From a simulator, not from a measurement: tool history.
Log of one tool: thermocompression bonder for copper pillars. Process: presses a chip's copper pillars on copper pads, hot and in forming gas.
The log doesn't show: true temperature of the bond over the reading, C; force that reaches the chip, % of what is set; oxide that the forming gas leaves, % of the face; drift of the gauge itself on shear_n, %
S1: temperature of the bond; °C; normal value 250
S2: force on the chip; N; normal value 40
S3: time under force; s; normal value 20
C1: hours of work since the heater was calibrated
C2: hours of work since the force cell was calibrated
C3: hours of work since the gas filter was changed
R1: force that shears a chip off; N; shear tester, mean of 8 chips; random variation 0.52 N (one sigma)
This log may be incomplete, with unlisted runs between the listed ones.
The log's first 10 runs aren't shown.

run	hour	S1	S2	S3	C1	C2	C3	R1
# hour 231.4: heater calibrated with a thermocouple chip
11	236.2	250	40	20	3	757	390	63.7
12	257	250	40	10	18	772	405	48
13	270.3	250	40	10	28	781	415	48.3
# hour 276.1: forming gas filter changed
14	297.4	250	40	10	47	800	15	49.9
15	320.3	250	40	29	63	817	32	73
16	342.5	250	40	26	79	832	47	70.9
17	368.2	250	40	26	97	851	66	70.5
18	381.3	250	40	26	107	860	75	70.3
19	399.2	250	40	35	120	873	88	77.6
20	423.6	250	40	35	137	890	105	77.2
21	439.5	250	40	35	148	902	117	77.1
22	459.9	271	59	58	163	916	131	119.9
23	474.9	271	59	58	174	927	142	119.7
24	505	223	59	33	195	949	163	76.1
25	534.7	275	59	58	216	970	185	121.1
26	558.1	238	28	13	233	986	201	34
27	576.2	258	50	11	246	999	214	67.3

Predict the results of run 28:
28	589.5	258	50	11	255	1009	224	?

For run 28 the tool returned R1 67 N.
On a tool with no hidden condition, and with the same random variation, this run would have come out at R1 70.6 N.
